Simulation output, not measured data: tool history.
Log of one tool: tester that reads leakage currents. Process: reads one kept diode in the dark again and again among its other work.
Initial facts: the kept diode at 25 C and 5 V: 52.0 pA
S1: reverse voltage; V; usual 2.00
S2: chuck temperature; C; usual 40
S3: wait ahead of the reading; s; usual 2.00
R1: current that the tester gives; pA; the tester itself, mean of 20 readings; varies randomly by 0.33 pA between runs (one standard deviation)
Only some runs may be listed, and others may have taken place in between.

Run 1, hour 0.0: usual settings. Result: R1 120.48 pA.
Run 2, hour 63.6: usual settings. Result: R1 120.09 pA.
At hour 163.8: probe card cleaned and baked.
Run 3, hour 165.0: usual settings. Result: R1 118.29 pA.
Run 4, hour 247.0: usual settings. Result: R1 118.99 pA.
Run 5, hour 293.0: usual settings. Result: R1 118.83 pA.
Run 6, hour 343.1: usual settings. Result: R1 119.30 pA.
Run 7, hour 418.6: usual settings but S3 1.71 s. Result: R1 120.23 pA.
Run 8, hour 511.6: usual settings but S3 1.71 s. Result: R1 120.47 pA.
Run 9, hour 557.1: usual settings but S3 1.71 s. Result: R1 120.49 pA.
Run 10, hour 646.4: usual settings but S3 0.64 s. Result: R1 121.71 pA.
Run 11, hour 702.4: usual settings but S3 0.64 s. Result: R1 121.75 pA.
Run 12, hour 761.3: usual settings but S2 37 C, S3 2.70 s. Result: R1 96.29 pA.
Run 13, hour 815.7: usual settings but S2 37 C, S3 2.70 s. Result: R1 96.29 pA.
Run 14, hour 870.6: usual settings but S1 2.64 V. Result: R1 140.75 pA.
Run 15, hour 944.4: usual settings but S1 2.91 V. Result: R1 148.63 pA.
Run 16, hour 1031.9: usual settings but S1 2.45 V, S2 24 C, S3 1.99 s. Result: R1 38.57 pA.
Run 17, hour 1094.5: usual settings but S1 1.55 V, S2 56 C. Result: R1 343.36 pA.
Run 18, hour 1190.1: usual settings but S1 1.55 V, S2 56 C, S3 2.98 s. Result: R1 342.51 pA.
At hour 1220.8: chuck's temperature calibrated.
Run 19, hour 1284.3: usual settings but S1 1.55 V, S2 56 C, S3 2.98 s. Result: R1 312.76 pA.
Run 20, hour 1387.0: usual settings but S1 1.55 V, S2 56 C, S3 2.98 s. Result: R1 313.42 pA.
Run 21, hour 1441.7: usual settings but S1 6.12 V, S2 22 C, S3 1.51 s. Result: R1 50.51 pA.
Run 22, hour 1504.0: usual settings but S1 6.12 V, S2 22 C, S3 1.51 s. Result: R1 50.95 pA.

Alternative continuations, all from the tool just after run 22; predict every row:
Run A, hour 1584.8: usual settings but S3 4.66 s. Result: R1 ?.
Run B, hour 1584.8: usual settings but S2 55 C. Result: R1 ?.
Run C, hour 1584.8: usual settings but S1 9.76 V, S2 34 C, S3 7.08 s. Result: R1 ?.
Run D, hour 1584.8: usual settings but S1 9.03 V, S2 60 C, S3 1.39 s. Result: R1 ?.

run       R1
  A   112.00
  B   336.00
  C   165.09
  D  1038.75
Take away the tool's hidden state, keep each run's random variation, and the runs would have read:
run       R1
  A   109.73
  B   332.45
  C   156.72
  D  1026.12

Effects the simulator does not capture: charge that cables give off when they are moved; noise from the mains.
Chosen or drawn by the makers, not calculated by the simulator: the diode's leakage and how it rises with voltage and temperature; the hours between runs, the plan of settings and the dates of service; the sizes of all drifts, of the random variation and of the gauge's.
